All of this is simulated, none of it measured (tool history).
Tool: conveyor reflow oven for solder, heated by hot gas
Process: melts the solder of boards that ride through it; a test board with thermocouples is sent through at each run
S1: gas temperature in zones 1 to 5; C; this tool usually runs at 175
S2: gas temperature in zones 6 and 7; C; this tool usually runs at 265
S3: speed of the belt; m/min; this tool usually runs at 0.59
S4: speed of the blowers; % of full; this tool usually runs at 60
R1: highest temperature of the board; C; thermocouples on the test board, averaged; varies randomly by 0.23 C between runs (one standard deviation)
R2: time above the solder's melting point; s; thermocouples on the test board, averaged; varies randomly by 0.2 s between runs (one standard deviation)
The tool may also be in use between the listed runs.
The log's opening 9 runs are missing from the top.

Run 10, hour 179.1: usual settings but S3 0.533 m/min. Result: R1 251.5 C, R2 69.8 s.
Run 11, hour 197.5: usual settings but S3 0.695 m/min. Result: R1 243.4 C, R2 45.1 s.
At hour 204.8: flux residue cleaned out of gas plates and filters.
Run 12, hour 218: usual settings. Result: R1 251.2 C, R2 62.3 s.
Run 13, hour 245.9: usual settings. Result: R1 250.5 C, R2 62.3 s.
Run 14, hour 267: usual settings. Result: R1 251 C, R2 62.3 s.
Run 15, hour 294.8: usual settings. Result: R1 251 C, R2 62.4 s.
Run 16, hour 311.8: usual settings but S2 263 C. Result: R1 249.1 C, R2 60.7 s.
At hour 322.7: belt drive overhauled, speed set with a stopwatch.
Run 17, hour 334.3: usual settings but S2 263 C. Result: R1 248.1 C, R2 59 s.
Run 18, hour 352.6: usual settings but S1 169 C. Result: R1 248.8 C, R2 57.4 s.
Run 19, hour 366: usual settings but S1 173 C, S3 0.548 m/min, S4 52 % of full. Result: R1 249.1 C, R2 63.5 s.
Run 20, hour 390.6: usual settings but S1 173 C, S2 266 C. Result: R1 250.2 C, R2 59.7 s.
Run 21, hour 410.2: usual settings but S1 173 C, S2 257 C, S3 0.507 m/min, S4 59 % of full. Result: R1 245.6 C, R2 67.5 s.
Run 22, hour 435.1: usual settings but S1 181 C, S2 257 C, S3 0.507 m/min, S4 89 % of full. Result: R1 250.2 C, R2 77.5 s.
Run 23, hour 449: usual settings but S3 0.536 m/min. Result: R1 252.1 C, R2 68.8 s.
Run 24, hour 466.2: usual settings but S1 176 C, S2 276 C, S3 0.579 m/min, S4 56 % of full. Result: R1 258.9 C, R2 68.2 s.
Run 25, hour 491.9: usual settings but S1 176 C, S2 276 C, S3 0.579 m/min, S4 56 % of full. Result: R1 258.9 C, R2 67.7 s.
Run 26, hour 506: usual settings but S2 272 C, S3 0.591 m/min. Result: R1 255.7 C, R2 64.3 s.
Run 27, hour 532.4: usual settings but S2 256 C, S3 0.591 m/min. Result: R1 241.2 C, R2 52.9 s.
Run 28, hour 560: usual settings but S1 186 C, S2 260 C, S3 0.574 m/min. Result: R1 247.1 C, R2 65.3 s.
Run 29, hour 588.2: usual settings but S1 188 C, S2 259 C, S3 0.534 m/min, S4 78 % of full. Result: R1 250.1 C, R2 75.5 s.
Run 30, hour 609.3: usual settings but S1 174 C, S2 274 C, S3 0.508 m/min, S4 65 % of full. Result: R1 261.8 C, R2 80.5 s.
Run 31, hour 630: usual settings but S1 174 C, S2 274 C, S3 0.508 m/min, S4 56 % of full. Result: R1 260.1 C, R2 78.7 s.
Run 32, hour 654.9: usual settings but S2 273 C, S3 0.513 m/min, S4 52 % of full. Result: R1 258.4 C, R2 76.6 s.

Forecast each of these 3 alternatives for the next run:
Run A, hour 678.4: usual settings but S1 181 C, S2 271 C. Result: R1 ?, R2 ?.
Run B, hour 678.4: usual settings but S1 176 C, S2 255 C. Result: R1 ?, R2 ?.
Run C, hour 678.4: usual settings but S2 274 C, S3 0.476 m/min, S4 52 % of full. Result: R1 ?, R2 ?.

run     R1    R2
  A  255.1  66.4
  B  240.1  51.7
  C  260.9  85.2
Without the tool's hidden state the same runs would have given:
run     R1    R2
  A  258.4  68.4
  B  243.2  55.1
  C  263.9    87
